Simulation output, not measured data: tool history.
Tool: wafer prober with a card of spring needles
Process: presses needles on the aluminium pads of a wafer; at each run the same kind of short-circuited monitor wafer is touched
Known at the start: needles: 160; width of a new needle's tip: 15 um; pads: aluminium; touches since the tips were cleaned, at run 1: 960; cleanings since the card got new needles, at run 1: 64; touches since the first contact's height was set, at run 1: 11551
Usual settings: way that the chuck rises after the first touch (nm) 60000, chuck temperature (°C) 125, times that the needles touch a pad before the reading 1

| run | hour | way that the chuck rises after the first touch (nm) | chuck temperature (°C) | times that the needles touch a pad before the reading | touches since the tips were cleaned | cleanings since the card got new needles | touches since the first contact's height was set | resistance of one needle with its contact and lead (mohm) | way that a needle slides on the pad (nm) |
|---|---|---|---|---|---|---|---|---|---|
| 1 | 0 | 60000 | 125 | 1 | 960 | 64 | 11551 | 253 | 7519 |
|  | 21.5 | tips cleaned on abrasive film |
|  | 45.1 | tips cleaned on abrasive film |
| 2 | 49.4 | 60000 | 125 | 1 | 1882 | 66 | 33017 | 279 | 7503 |
|  | 66.2 | tips cleaned on abrasive film |
|  | 88.6 | tips cleaned on abrasive film |
|  | 108.9 | tips cleaned on abrasive film |
| 3 | 109.2 | 60000 | 125 | 1 | 97 | 69 | 58926 | 231 | 7485 |
|  | 130.4 | tips cleaned on abrasive film |
|  | 151.6 | tips cleaned on abrasive film |
| 4 | 151.6 | 60000 | 125 | 1 | 0 | 71 | 77358 | 225 | 7476 |
|  | 173.6 | tips cleaned on abrasive film |
|  | 194.7 | tips cleaned on abrasive film |
| 5 | 202.2 | 60000 | 125 | 1 | 3279 | 73 | 99328 | 302 | 7446 |
|  | 215.7 | tips cleaned on abrasive film |
|  | 237.2 | tips cleaned on abrasive film |
| 6 | 250.7 | 60000 | 125 | 1 | 5924 | 75 | 120385 | 319 | 7424 |
|  | 261 | tips cleaned on abrasive film |
|  | 280.8 | tips cleaned on abrasive film |
|  | 304.5 | tips cleaned on abrasive film |
| 7 | 309.1 | 60000 | 51 | 1 | 2006 | 78 | 145711 | 281 | 7408 |
|  | 312.4 | height of the first contact set anew |
|  | 328.1 | tips cleaned on abrasive film |
|  | 348.9 | tips cleaned on abrasive film |
| 8 | 348.9 | 60000 | 51 | 1 | 0 | 80 | 15841 | 221 | 7500 |
|  | 370.3 | tips cleaned on abrasive film |
|  | 393 | tips cleaned on abrasive film |
| 9 | 396.8 | 60000 | 51 | 1 | 1636 | 82 | 36617 | 270 | 7495 |
|  | 415.4 | tips cleaned on abrasive film |
|  | 438.2 | tips cleaned on abrasive film |
| 10 | 453.5 | 60000 | 51 | 1 | 6667 | 84 | 61252 | 327 | 7488 |
|  | 460.4 | tips cleaned on abrasive film |
|  | 481.2 | tips cleaned on abrasive film |
| 11 | 487.4 | 60000 | 48 | 1 | 2722 | 86 | 75960 | 290 | 7475 |
|  | 504.5 | tips cleaned on abrasive film |
|  | 526.5 | tips cleaned on abrasive film |
| 12 | 545.6 | 60000 | 98 | 1 | 8321 | 88 | 101241 | 334 | 7449 |
|  | 550.4 | tips cleaned on abrasive film |
|  | 571.6 | tips cleaned on abrasive film |
| 13 | 587.1 | 60000 | 125 | 1 | 6756 | 90 | 119222 | 328 | 7442 |
|  | 592 | tips cleaned on abrasive film |
|  | 616 | tips cleaned on abrasive film |
| 14 | 634.9 | 60000 | 125 | 1 | 8252 | 92 | 140008 | 337 | 7418 |
|  | 637.7 | tips cleaned on abrasive film |
|  | 652.2 | height of the first contact set anew |
|  | 662 | tips cleaned on abrasive film |
|  | 681.7 | tips cleaned on abrasive film |
| 15 | 695.1 | 60000 | 125 | 1 | 5870 | 95 | 18635 | 325 | 7509 |
|  | 701.6 | tips cleaned on abrasive film |
|  | 723 | tips cleaned on abrasive film |
| 16 | 723.5 | 60000 | 125 | 2 | 216 | 97 | 30895 | 234 | 7494 |
|  | 744.3 | tips cleaned on abrasive film |
| 17 | 761.9 | 60000 | 125 | 2 | 7697 | 98 | 47612 | 290 | 7472 |
|  | 764.9 | tips cleaned on abrasive film |
|  | 786.7 | tips cleaned on abrasive film |
| 18 | 793.3 | 60000 | 125 | 2 | 2867 | 100 | 61212 | 267 | 7461 |
|  | 810.2 | tips cleaned on abrasive film |
|  | 833.4 | tips cleaned on abrasive film |
| 19 | 833.6 | 60000 | 125 | 2 | 102 | 102 | 78692 | 228 | 7462 |
|  | 855.6 | tips cleaned on abrasive film |
| 20 | 860.2 | 59000 | 79 | 1 | 1995 | 103 | 90230 | 290 | 7323 |
|  | 878.6 | tips cleaned on abrasive film |
| 21 | 889.8 | 47000 | 42 | 1 | 4854 | 104 | 103089 | 398 | 5799 |
|  | 901.1 | tips cleaned on abrasive film |
|  | 921.8 | tips cleaned on abrasive film |
| 22 | 929.6 | 67000 | 28 | 1 | 3395 | 106 | 120358 | 291 | 8302 |
|  | 941.9 | tips cleaned on abrasive film |
|  | 964 | tips cleaned on abrasive film |
|  | 987.5 | tips cleaned on abrasive film |
| 23 | 988.1 | 57000 | 31 | 3 | 268 | 109 | 145755 | 208 | 7023 |
|  | 993.3 | height of the first contact set anew |
|  | 1008.6 | tips cleaned on abrasive film |
|  | 1029.6 | tips cleaned on abrasive film |
| 24 | 1048.4 | 48000 | 125 | 1 | 8192 | 111 | 23917 | 395 | 6004 |
|  | 1053 | tips cleaned on abrasive film |
|  | 1076.8 | tips cleaned on abrasive film |
| 25 | 1076.8 | 48000 | 125 | 1 | 0 | 113 | 36215 | 231 | 5991 |

Measured less the same run without the tool's hidden state. The same run-to-run variation is in both; the gauge's scatter may not be:
The hidden state here: debris on the tips, nm; way that the needles fall short of the set height, um; tips' diameter, um; drift of the gauge itself on contact_mohm, %; drift of the gauge itself on scrub_um, %.
| run | resistance of one needle with its contact and lead (mohm) | way that a needle slides on the pad (nm) |
|---|---|---|
| 1 | +33 | -9 |
| 2 | +57 | -25 |
| 3 | +11 | -51 |
| 4 | +9 | -65 |
| 5 | +79 | -85 |
| 6 | +102 | -99 |
| 7 | +80 | -121 |
| 8 | +13 | -16 |
| 9 | +66 | -30 |
| 10 | +123 | -44 |
| 11 | +85 | -64 |
| 12 | +117 | -80 |
| 13 | +107 | -96 |
| 14 | +113 | -114 |
| 15 | +107 | -14 |
| 16 | +12 | -31 |
| 17 | +68 | -40 |
| 18 | +44 | -57 |
| 19 | +9 | -75 |
| 20 | +83 | -81 |
| 21 | +192 | -91 |
| 22 | +91 | -110 |
| 23 | +10 | -134 |
| 24 | +173 | -17 |
| 25 | +10 | -35 |
